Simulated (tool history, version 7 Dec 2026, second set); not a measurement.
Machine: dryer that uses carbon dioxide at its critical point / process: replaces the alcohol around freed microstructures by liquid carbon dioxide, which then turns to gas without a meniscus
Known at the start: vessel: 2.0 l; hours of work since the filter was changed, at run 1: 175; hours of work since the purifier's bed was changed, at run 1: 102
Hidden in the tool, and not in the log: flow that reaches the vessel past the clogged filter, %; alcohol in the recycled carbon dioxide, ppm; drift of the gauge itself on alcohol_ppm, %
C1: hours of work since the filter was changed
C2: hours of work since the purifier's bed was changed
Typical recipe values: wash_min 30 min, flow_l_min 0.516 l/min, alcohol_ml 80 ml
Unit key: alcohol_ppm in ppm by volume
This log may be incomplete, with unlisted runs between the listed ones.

Run 1, hour 0: usual settings; C1 175; C2 102. Result: alcohol_ppm 105 ppm by volume.
Run 2, hour 20.2: usual settings; C1 183; C2 110. Result: alcohol_ppm 102 ppm by volume.
Run 3, hour 35.5: usual settings but flow_l_min 0.71 l/min; C1 189; C2 116. Result: alcohol_ppm 34 ppm by volume.
Run 4, hour 60.3: usual settings; C1 199; C2 126. Result: alcohol_ppm 116 ppm by volume.
Run 5, hour 84.6: usual settings but wash_min 28 min; C1 208; C2 135. Result: alcohol_ppm 156 ppm by volume.
Run 6, hour 102.8: usual settings but alcohol_ml 23 ml; C1 215; C2 142. Result: alcohol_ppm 54 ppm by volume.
Run 7, hour 122.4: usual settings but alcohol_ml 23 ml; C1 223; C2 150. Result: alcohol_ppm 58 ppm by volume.
Run 8, hour 152: usual settings but wash_min 28 min, flow_l_min 0.392 l/min, alcohol_ml 67 ml; C1 234; C2 161. Result: alcohol_ppm 535 ppm by volume.
Run 9, hour 182.4: usual settings but wash_min 47 min, alcohol_ml 106 ml; C1 246; C2 173. Result: alcohol_ppm 43 ppm by volume.
Run 10, hour 215.4: usual settings but wash_min 37 min, flow_l_min 0.407 l/min, alcohol_ml 27 ml; C1 258; C2 186. Result: alcohol_ppm 79 ppm by volume.
Run 11, hour 246.6: usual settings but wash_min 37 min, flow_l_min 0.407 l/min, alcohol_ml 27 ml; C1 270; C2 198. Result: alcohol_ppm 83 ppm by volume.
Run 12, hour 272.3: usual settings but wash_min 37 min, flow_l_min 0.407 l/min, alcohol_ml 27 ml; C1 280; C2 208. Result: alcohol_ppm 85 ppm by volume.
Run 13, hour 288.2: usual settings but wash_min 37 min, flow_l_min 0.407 l/min, alcohol_ml 27 ml; C1 287; C2 214. Result: alcohol_ppm 99 ppm by volume.
Run 14, hour 319.8: usual settings but wash_min 36 min, flow_l_min 0.866 l/min; C1 299; C2 226. Result: alcohol_ppm 47 ppm by volume.

5 ways to go on from here, each from the tool as it stands after run 14. What would each give?
Run A, hour 341.9: usual settings but wash_min 18 min; C1 307; C2 235. Result: alcohol_ppm ?.
Run B, hour 341.9: usual settings but wash_min 45 min, flow_l_min 0.511 l/min, alcohol_ml 90 ml; C1 307; C2 235. Result: alcohol_ppm ?.
Run C, hour 341.9: usual settings but wash_min 32 min; C1 307; C2 235. Result: alcohol_ppm ?.
Run D, hour 341.9: usual settings but wash_min 48 min, flow_l_min 0.776 l/min, alcohol_ml 36 ml; C1 307; C2 235. Result: alcohol_ppm ?.
Run E, hour 341.9: usual settings but wash_min 28 min, alcohol_ml 57 ml; C1 307; C2 235. Result: alcohol_ppm ?.

run  alcohol_ppm
  A         1202
  B           56
  C          110
  D           51
  E          151
Stripped of hidden state, with their random variation kept, the same runs would have yielded:
run  alcohol_ppm
  A          758
  B            9
  C           28
  D            9
  E           54

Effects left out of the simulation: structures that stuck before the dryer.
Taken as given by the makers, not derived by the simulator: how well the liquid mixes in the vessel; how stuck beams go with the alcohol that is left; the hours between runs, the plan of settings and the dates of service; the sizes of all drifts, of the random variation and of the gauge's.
